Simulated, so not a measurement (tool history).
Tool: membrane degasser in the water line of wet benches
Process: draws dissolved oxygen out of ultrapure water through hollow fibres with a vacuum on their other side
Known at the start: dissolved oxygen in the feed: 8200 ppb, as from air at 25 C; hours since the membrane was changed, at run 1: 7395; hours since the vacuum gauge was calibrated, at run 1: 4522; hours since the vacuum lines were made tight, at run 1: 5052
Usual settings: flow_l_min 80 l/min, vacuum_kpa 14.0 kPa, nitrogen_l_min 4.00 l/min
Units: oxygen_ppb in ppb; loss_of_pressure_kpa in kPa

| run | hour | flow_l_min | vacuum_kpa | nitrogen_l_min | hours since the membrane was changed | hours since the vacuum gauge was calibrated | hours since the vacuum lines were made tight | oxygen_ppb | loss_of_pressure_kpa |
|---|---|---|---|---|---|---|---|---|---|
| 1 | 0.0 | 80 | 14.0 | 4.00 | 7395 | 4522 | 5052 | 480.3 | 65.86 |
| 2 | 217.3 | 80 | 14.0 | 4.00 | 7613 | 4739 | 5269 | 484.2 | 65.70 |
| 3 | 501.6 | 80 | 8.4 | 4.00 | 7897 | 5023 | 5554 | 252.3 | 66.00 |
| 4 | 711.5 | 80 | 8.4 | 4.00 | 8107 | 5233 | 5764 | 253.3 | 65.87 |
| 5 | 857.4 | 80 | 8.4 | 4.00 | 8253 | 5379 | 5910 | 254.8 | 65.84 |
|  | 985.3 | vacuum gauge calibrated |
| 6 | 1181.8 | 80 | 8.4 | 4.00 | 8577 | 196 | 6233 | 243.8 | 66.34 |
| 7 | 1343.1 | 80 | 8.4 | 4.00 | 8738 | 358 | 6395 | 244.0 | 66.63 |
| 8 | 1612.4 | 80 | 8.4 | 4.00 | 9007 | 627 | 6664 | 243.4 | 66.26 |
| 9 | 1782.4 | 106 | 14.0 | 4.00 | 9177 | 797 | 6834 | 625.5 | 88.38 |
| 10 | 2083.5 | 106 | 14.0 | 4.00 | 9478 | 1098 | 7135 | 630.6 | 87.89 |
| 11 | 2321.1 | 104 | 14.0 | 6.92 | 9716 | 1336 | 7373 | 405.3 | 86.93 |
| 12 | 2572.5 | 56 | 35.0 | 2.16 | 9967 | 1587 | 7624 | 1516.5 | 46.81 |
| 13 | 2892.2 | 55 | 14.0 | 4.00 | 10287 | 1907 | 7944 | 341.2 | 46.50 |
|  | 2989.0 | seals of the vacuum lines changed |
| 14 | 3073.9 | 75 | 14.0 | 1.73 | 10467 | 2087 | 85 | 863.0 | 63.01 |
| 15 | 3398.6 | 75 | 14.0 | 1.73 | 10791 | 2411 | 410 | 863.6 | 63.09 |
| 16 | 3537.9 | 80 | 32.8 | 4.14 | 10931 | 2551 | 549 | 1139.9 | 67.53 |
| 17 | 3845.2 | 93 | 18.9 | 2.41 | 11238 | 2858 | 856 | 1131.3 | 78.19 |

The same runs without the tool's hidden state, with the same run-to-run variation:
The hidden state here: membrane still open, %; true pressure behind the membrane over the reading, kPa; air that leaks in behind the membrane, l/min; drift of the gauge itself on oxygen_ppb, %; drift of the gauge itself on loss_of_pressure_kpa, %.
| run | oxygen_ppb | loss_of_pressure_kpa |
|---|---|---|
| 1 | 466.0 | 61.84 |
| 2 | 469.0 | 61.55 |
| 3 | 236.4 | 61.67 |
| 4 | 236.7 | 61.43 |
| 5 | 237.6 | 61.32 |
| 6 | 236.4 | 61.63 |
| 7 | 236.1 | 61.81 |
| 8 | 234.5 | 61.32 |
| 9 | 606.7 | 81.65 |
| 10 | 610.2 | 81.00 |
| 11 | 385.3 | 79.95 |
| 12 | 1502.0 | 42.96 |
| 13 | 333.2 | 42.56 |
| 14 | 849.3 | 57.57 |
| 15 | 848.5 | 57.44 |
| 16 | 1128.1 | 61.45 |
| 17 | 1109.6 | 70.92 |
